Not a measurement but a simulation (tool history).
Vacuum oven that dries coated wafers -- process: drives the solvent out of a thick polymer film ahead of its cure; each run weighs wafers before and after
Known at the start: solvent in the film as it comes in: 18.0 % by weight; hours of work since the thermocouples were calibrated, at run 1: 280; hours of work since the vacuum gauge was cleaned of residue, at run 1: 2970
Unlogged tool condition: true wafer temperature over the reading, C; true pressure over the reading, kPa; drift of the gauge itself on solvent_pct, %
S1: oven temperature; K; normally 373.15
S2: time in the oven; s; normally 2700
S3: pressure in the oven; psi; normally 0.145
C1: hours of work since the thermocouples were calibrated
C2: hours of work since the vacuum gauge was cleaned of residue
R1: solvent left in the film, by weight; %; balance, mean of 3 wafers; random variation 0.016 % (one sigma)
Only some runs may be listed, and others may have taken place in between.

run 1 hour=0.0 | S1=373.15 S2=2700 S3=0.145 | C1=280 C2=2970 | R1=2.42
run 2 hour=93.3 | S1=373.15 S2=2700 S3=0.145 | C1=348 C2=3038 | R1=2.46
run 3 hour=149.5 | S1=373.15 S2=2700 S3=0.145 | C1=390 C2=3080 | R1=2.39
run 4 hour=229.0 | S1=373.15 S2=2700 S3=0.145 | C1=449 C2=3139 | R1=2.38
run 5 hour=332.4 | S1=373.15 S2=2700 S3=0.145 | C1=525 C2=3215 | R1=2.33
run 6 hour=414.0 | S1=373.15 S2=2700 S3=0.145 | C1=585 C2=3275 | R1=2.32
-- hour=469.8 vacuum gauge cleaned of residue and calibrated
run 7 hour=489.0 | S1=373.15 S2=2700 S3=0.145 | C1=639 C2=14 | R1=1.90
run 8 hour=588.1 | S1=373.15 S2=2700 S3=0.205 | C1=712 C2=87 | R1=2.16
run 9 hour=648.2 | S1=373.15 S2=2700 S3=0.152 | C1=757 C2=132 | R1=1.90
run 10 hour=716.6 | S1=373.15 S2=2700 S3=0.145 | C1=807 C2=182 | R1=1.86
-- hour=744.7 oven's thermocouples calibrated
run 11 hour=814.3 | S1=373.15 S2=2700 S3=0.306 | C1=51 C2=253 | R1=2.69
run 12 hour=907.6 | S1=373.15 S2=2700 S3=0.306 | C1=120 C2=322 | R1=2.68
run 13 hour=985.0 | S1=373.15 S2=2700 S3=0.294 | C1=177 C2=379 | R1=2.61
run 14 hour=1082.2 | S1=373.15 S2=2700 S3=0.294 | C1=249 C2=450 | R1=2.56
run 15 hour=1134.0 | S1=361.15 S2=2700 S3=0.294 | C1=287 C2=489 | R1=6.66
run 16 hour=1181.3 | S1=361.15 S2=2700 S3=0.294 | C1=322 C2=524 | R1=6.65
run 17 hour=1251.0 | S1=373.15 S2=2700 S3=0.145 | C1=374 C2=575 | R1=1.84
run 18 hour=1325.6 | S1=371.15 S2=2220 S3=0.319 | C1=429 C2=630 | R1=3.80
run 19 hour=1395.8 | S1=371.15 S2=2220 S3=0.319 | C1=480 C2=682 | R1=3.83
run 20 hour=1449.1 | S1=377.15 S2=1920 S3=0.145 | C1=520 C2=721 | R1=1.93
run 21 hour=1491.9 | S1=365.15 S2=1920 S3=0.205 | C1=551 C2=753 | R1=6.13
run 22 hour=1562.2 | S1=377.15 S2=3360 S3=0.431 | C1=603 C2=805 | R1=2.06
run 23 hour=1613.1 | S1=367.15 S2=1380 S3=0.325 | C1=641 C2=842 | R1=7.36
run 24 hour=1697.0 | S1=367.15 S2=1380 S3=0.325 | C1=703 C2=904 | R1=7.36
run 25 hour=1769.2 | S1=367.15 S2=1380 S3=0.325 | C1=756 C2=957 | R1=7.30
run 26 hour=1862.2 | S1=361.15 S2=3060 S3=0.145 | C1=825 C2=1026 | R1=5.00
-- hour=1872.0 oven's thermocouples calibrated
run 27 hour=1934.8 | S1=361.15 S2=3240 S3=0.241 | C1=46 C2=1078 | R1=5.96
run 28 hour=2014.2 | S1=359.15 S2=2700 S3=0.145 | C1=105 C2=1137 | R1=7.06
run 29 hour=2114.3 | S1=359.15 S2=2700 S3=0.145 | C1=179 C2=1211 | R1=7.03
run 30 hour=2211.7 | S1=368.15 S2=2700 S3=0.145 | C1=251 C2=1282 | R1=3.47
run 31 hour=2287.7 | S1=368.15 S2=2700 S3=0.145 | C1=307 C2=1339 | R1=3.44
run 32 hour=2356.6 | S1=376.15 S2=3180 S3=0.567 | C1=358 C2=1389 | R1=2.99
run 33 hour=2439.0 | S1=379.15 S2=3180 S3=0.091 | C1=418 C2=1450 | R1=0.64
run 34 hour=2492.2 | S1=379.15 S2=2640 S3=0.091 | C1=458 C2=1489 | R1=0.85

Consider 3 possible next runs. They are alternatives, not a sequence: every one starts from the tool as it was left by run 34. What does each give?
run A hour=2575.9 | S1=372.15 S2=2700 S3=0.126 | C1=519 C2=1551 | R1=?
run B hour=2575.9 | S1=379.15 S2=3480 S3=0.102 | C1=519 C2=1551 | R1=?
run C hour=2575.9 | S1=381.15 S2=2460 S3=0.110 | C1=519 C2=1551 | R1=?

run=A R1=2.14
run=B R1=0.68
run=C R1=0.81
With no hidden state in the tool, these same runs would have given:
run=A R1=2.27
run=B R1=0.60
run=C R1=0.78

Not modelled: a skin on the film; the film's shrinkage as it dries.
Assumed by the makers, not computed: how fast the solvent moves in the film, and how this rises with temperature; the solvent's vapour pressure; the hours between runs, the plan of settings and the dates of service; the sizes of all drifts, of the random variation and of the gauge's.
